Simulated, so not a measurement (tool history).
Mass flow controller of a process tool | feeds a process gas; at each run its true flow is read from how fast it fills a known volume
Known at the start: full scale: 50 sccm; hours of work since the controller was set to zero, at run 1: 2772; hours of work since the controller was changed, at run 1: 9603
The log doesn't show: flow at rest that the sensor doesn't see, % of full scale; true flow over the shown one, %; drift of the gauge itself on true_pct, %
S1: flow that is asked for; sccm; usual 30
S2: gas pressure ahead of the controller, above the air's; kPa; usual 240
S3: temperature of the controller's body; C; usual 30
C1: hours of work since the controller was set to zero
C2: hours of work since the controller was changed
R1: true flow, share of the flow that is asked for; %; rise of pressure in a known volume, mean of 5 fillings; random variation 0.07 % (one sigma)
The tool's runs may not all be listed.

| run | day | S1 | S2 | S3 | C1 | C2 | R1 |
|---|---|---|---|---|---|---|---|
| 1 | 0.000 | 30 | 240 | 30 | 2772 | 9603 | 100.54 |
| 2 | 11.208 | 10 | 240 | 30 | 2957 | 9789 | 98.04 |
| 3 | 26.667 | 10 | 240 | 30 | 3213 | 10045 | 98.03 |
| 4 | 39.842 | 10 | 240 | 30 | 3431 | 10263 | 97.90 |
|  | 40.633 | controller's zero set anew |
| 5 | 48.871 | 10 | 240 | 30 | 136 | 10412 | 97.19 |
| 6 | 56.262 | 10 | 240 | 30 | 259 | 10535 | 97.11 |
| 7 | 67.133 | 17 | 177 | 31 | 439 | 10715 | 99.14 |
| 8 | 83.271 | 26 | 240 | 30 | 706 | 10982 | 99.88 |
| 9 | 93.058 | 24 | 277 | 30 | 868 | 11144 | 99.53 |
| 10 | 107.912 | 9 | 192 | 31 | 1114 | 11390 | 96.24 |

4 ways to go on from here, each from the tool as it stands after run 10. What would each give?
| A | 116.075 | 30 | 251 | 30 | 1250 | 11525 | ? |
| B | 116.075 | 7 | 191 | 35 | 1250 | 11525 | ? |
| C | 116.075 | 34 | 225 | 24 | 1250 | 11525 | ? |
| D | 116.075 | 23 | 215 | 40 | 1250 | 11525 | ? |

| run | R1 |
|---|---|
| A | 100.26 |
| B | 94.68 |
| C | 100.94 |
| D | 99.04 |
Without the tool's hidden state the same runs would have given:
| run | R1 |
|---|---|
| A | 98.81 |
| B | 97.89 |
| C | 99.33 |
| D | 98.03 |
